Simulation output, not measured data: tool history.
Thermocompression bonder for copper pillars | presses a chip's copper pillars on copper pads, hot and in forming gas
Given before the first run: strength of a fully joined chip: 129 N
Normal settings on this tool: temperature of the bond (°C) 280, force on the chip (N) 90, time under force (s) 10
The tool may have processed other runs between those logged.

run   hour  temperature of the bond (°C)  force on the chip (N)  time under force (s)  force that shears a chip off (N)
  1    0.0                           280                     90                    10                              77.0
  2   44.1                           280                     90                     9                              73.9
  3   98.2                           280                     90                     9                              73.8
  4  141.4                           280                     90                     9                              74.6
  5  213.8                           280                     90                     9                              74.5
  6  262.5                           280                    127                    10                              99.7
  7  325.5                           280                    127                    10                             101.3
  8  387.8                           280                     90                     8                              72.1
  9  425.5                           280                     90                     8                              72.0
 10  486.1                           280                     90                     8                              72.6
 11  519.0                           294                     90                    15                              99.7
 12  596.4                           274                    127                    17                             107.7
 13  654.7                           277                     55                    10                              45.4
     685.8  -- forming gas filter changed
 14  717.0                           302                     90                    10                              97.9
 15  791.5                           306                     80                     9                              90.4
 16  869.1                           306                     80                     9                              91.9
     875.9  -- gauge calibrated
 17  905.6                           306                     80                    15                             100.4
 18  974.6                           296                     90                    10                              91.1

Predict each of these 3 candidate next runs independently; none follows another, all start after run 18:
  A  1018.5                           268                     94                    10                                 ?
  B  1018.5                           282                     90                    15                                 ?
  C  1018.5                           280                     90                    29                                 ?

run  force that shears a chip off (N)
  A                              68.8
  B                              88.1
  C                             101.4
What these runs would have given with no unlogged condition in the tool:
run  force that shears a chip off (N)
  A                              68.4
  B                              87.6
  C                             100.9
